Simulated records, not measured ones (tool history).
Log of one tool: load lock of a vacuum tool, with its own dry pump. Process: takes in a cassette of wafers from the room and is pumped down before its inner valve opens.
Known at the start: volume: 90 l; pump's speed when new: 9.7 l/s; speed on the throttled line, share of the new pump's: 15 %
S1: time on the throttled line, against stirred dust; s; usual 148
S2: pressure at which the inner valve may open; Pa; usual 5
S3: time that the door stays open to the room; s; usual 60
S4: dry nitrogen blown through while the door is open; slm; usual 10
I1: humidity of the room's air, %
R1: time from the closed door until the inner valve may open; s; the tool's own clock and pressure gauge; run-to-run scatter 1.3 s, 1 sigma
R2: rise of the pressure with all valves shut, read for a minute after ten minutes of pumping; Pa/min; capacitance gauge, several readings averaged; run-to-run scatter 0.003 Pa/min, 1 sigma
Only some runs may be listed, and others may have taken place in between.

{"run": 1, "hour": 0.0, "S1": 148, "S2": 5, "S3": 60, "S4": 10, "I1": 44.9, "R1": 222.4, "R2": 0.053}
{"run": 2, "hour": 127.9, "S1": 148, "S2": 5, "S3": 60, "S4": 10, "I1": 47.6, "R1": 223.1, "R2": 0.064}
{"run": 3, "hour": 198.4, "S1": 148, "S2": 5, "S3": 60, "S4": 23, "I1": 47, "R1": 222.7, "R2": 0.051}
{"run": 4, "hour": 268.2, "S1": 148, "S2": 5, "S3": 60, "S4": 23, "I1": 46.4, "R1": 224.8, "R2": 0.054}
{"run": 5, "hour": 389.2, "S1": 148, "S2": 5, "S3": 60, "S4": 23, "I1": 44.5, "R1": 222.7, "R2": 0.055}
{"run": 6, "hour": 460.9, "S1": 148, "S2": 5, "S3": 60, "S4": 6, "I1": 46, "R1": 224.4, "R2": 0.08}
{"run": 7, "hour": 587.7, "S1": 148, "S2": 5, "S3": 60, "S4": 6, "I1": 46.2, "R1": 225.7, "R2": 0.08}
{"run": 8, "hour": 676.4, "S1": 148, "S2": 5, "S3": 60, "S4": 12, "I1": 45.9, "R1": 224.7, "R2": 0.076}
{"run": 9, "hour": 794.5, "S1": 148, "S2": 5, "S3": 60, "S4": 12, "I1": 44.1, "R1": 225.5, "R2": 0.071}
{"run": 10, "hour": 883.4, "S1": 148, "S2": 5, "S3": 28, "S4": 10, "I1": 43, "R1": 224, "R2": 0.071}
{"run": 11, "hour": 947.0, "S1": 148, "S2": 5, "S3": 28, "S4": 10, "I1": 43.2, "R1": 221.9, "R2": 0.074}
{"run": 12, "hour": 1022.5, "S1": 148, "S2": 5, "S3": 28, "S4": 10, "I1": 45.7, "R1": 227.5, "R2": 0.069}
{"run": 13, "hour": 1140.4, "S1": 148, "S2": 5, "S3": 60, "S4": 10, "I1": 44.7, "R1": 223.1, "R2": 0.086}
{"run": 14, "hour": 1261.6, "S1": 148, "S2": 5, "S3": 60, "S4": 10, "I1": 43.3, "R1": 225.1, "R2": 0.089}
{"run": 15, "hour": 1380.0, "S1": 148, "S2": 5, "S3": 60, "S4": 10, "I1": 42.2, "R1": 224.3, "R2": 0.089}
{"run": 16, "hour": 1462.7, "S1": 148, "S2": 5, "S3": 60, "S4": 10, "I1": 45.6, "R1": 226.7, "R2": 0.099}
{"run": 17, "hour": 1556.3, "S1": 148, "S2": 5, "S3": 60, "S4": 10, "I1": 42.3, "R1": 226.7, "R2": 0.102}
{"run": 18, "hour": 1618.0, "S1": 148, "S2": 5, "S3": 60, "S4": 10, "I1": 45.3, "R1": 226, "R2": 0.103}
{"run": 19, "hour": 1747.2, "S1": 148, "S2": 5, "S3": 60, "S4": 10, "I1": 44.4, "R1": 226.8, "R2": 0.107}
{"run": 20, "hour": 1811.9, "S1": 86, "S2": 10, "S3": 60, "S4": 10, "I1": 45.2, "R1": 166.2, "R2": 0.111}
{"run": 21, "hour": 1914.7, "S1": 85, "S2": 5, "S3": 39, "S4": 19, "I1": 45.1, "R1": 173.5, "R2": 0.103}
{"run": 22, "hour": 2055.3, "S1": 85, "S2": 5, "S3": 39, "S4": 19, "I1": 42.6, "R1": 172.9, "R2": 0.104}
{"run": 23, "hour": 2191.6, "S1": 85, "S2": 5, "S3": 39, "S4": 19, "I1": 43.1, "R1": 174.8, "R2": 0.108}
{"run": 24, "hour": 2265.8, "S1": 132, "S2": 9, "S3": 147, "S4": 8, "I1": 46, "R1": 208.4, "R2": 0.151}
{"run": 25, "hour": 2354.3, "S1": 132, "S2": 6, "S3": 147, "S4": 5, "I1": 44.6, "R1": 211.3, "R2": 0.168}
{"run": 26, "hour": 2472.2, "S1": 132, "S2": 6, "S3": 147, "S4": 5, "I1": 45.4, "R1": 211.7, "R2": 0.174}
{"run": 27, "hour": 2614.3, "S1": 148, "S2": 5, "S3": 28, "S4": 10, "I1": 42.8, "R1": 225.5, "R2": 0.131}
{"run": 28, "hour": 2744.7, "S1": 267, "S2": 8, "S3": 28, "S4": 6, "I1": 43.6, "R1": 320.2, "R2": 0.139}
{"run": 29, "hour": 2842.0, "S1": 267, "S2": 8, "S3": 28, "S4": 6, "I1": 41.1, "R1": 322.2, "R2": 0.144}
{"run": 30, "hour": 2910.3, "S1": 267, "S2": 8, "S3": 28, "S4": 6, "I1": 49.3, "R1": 322.9, "R2": 0.146}
{"run": 31, "hour": 2991.3, "S1": 235, "S2": 8, "S3": 43, "S4": 6, "I1": 45.6, "R1": 294, "R2": 0.155}
{"run": 32, "hour": 3085.9, "S1": 93, "S2": 5, "S3": 43, "S4": 6, "I1": 43.9, "R1": 182.3, "R2": 0.159}
{"run": 33, "hour": 3158.6, "S1": 93, "S2": 5, "S3": 43, "S4": 6, "I1": 43.2, "R1": 184.6, "R2": 0.164}
{"run": 34, "hour": 3294.6, "S1": 250, "S2": 10, "S3": 231, "S4": 25, "I1": 44.3, "R1": 307, "R2": 0.174}
{"run": 35, "hour": 3420.4, "S1": 83, "S2": 5, "S3": 174, "S4": 16, "I1": 47.5, "R1": 178.1, "R2": 0.186}
{"run": 36, "hour": 3531.3, "S1": 83, "S2": 5, "S3": 174, "S4": 16, "I1": 47.7, "R1": 177.8, "R2": 0.189}
{"run": 37, "hour": 3613.5, "S1": 95, "S2": 5, "S3": 60, "S4": 10, "I1": 45.7, "R1": 189.2, "R2": 0.18}

Per-run results on a tool with no hidden state, each run keeping its own random variation:
Hidden state at play: pump's speed, % of a new pump's; leak at the door's seal, Pa l/s; drift of the gauge itself on ready_s, %; drift of the gauge itself on rise_pa_min, %.
run=1 R1=217.6 R2=0.019
run=2 R1=218 R2=0.026
run=3 R1=217.4 R2=0.011
run=4 R1=219.3 R2=0.012
run=5 R1=217.1 R2=0.01
run=6 R1=218.7 R2=0.032
run=7 R1=219.8 R2=0.031
run=8 R1=218.5 R2=0.023
run=9 R1=219 R2=0.016
run=10 R1=217.4 R2=0.012
run=11 R1=215.2 R2=0.014
run=12 R1=220.5 R2=0.007
run=13 R1=216.2 R2=0.021
run=14 R1=217.7 R2=0.02
run=15 R1=216.7 R2=0.016
run=16 R1=219.1 R2=0.022
run=17 R1=218.7 R2=0.023
run=18 R1=218.1 R2=0.023
run=19 R1=218.6 R2=0.021
run=20 R1=157.4 R2=0.024
run=21 R1=163.7 R2=0.013
run=22 R1=162.8 R2=0.009
run=23 R1=164.3 R2=0.007
run=24 R1=199.4 R2=0.049
run=25 R1=201.6 R2=0.062
run=26 R1=201.7 R2=0.064
run=27 R1=215.4 R2=0.015
run=28 R1=313.3 R2=0.016
run=29 R1=315.1 R2=0.017
run=30 R1=315.6 R2=0.018
run=31 R1=285.8 R2=0.023
run=32 R1=169.8 R2=0.025
run=33 R1=171.8 R2=0.026
run=34 R1=298.9 R2=0.031
run=35 R1=164.3 R2=0.036
run=36 R1=163.6 R2=0.034
run=37 R1=175 R2=0.02
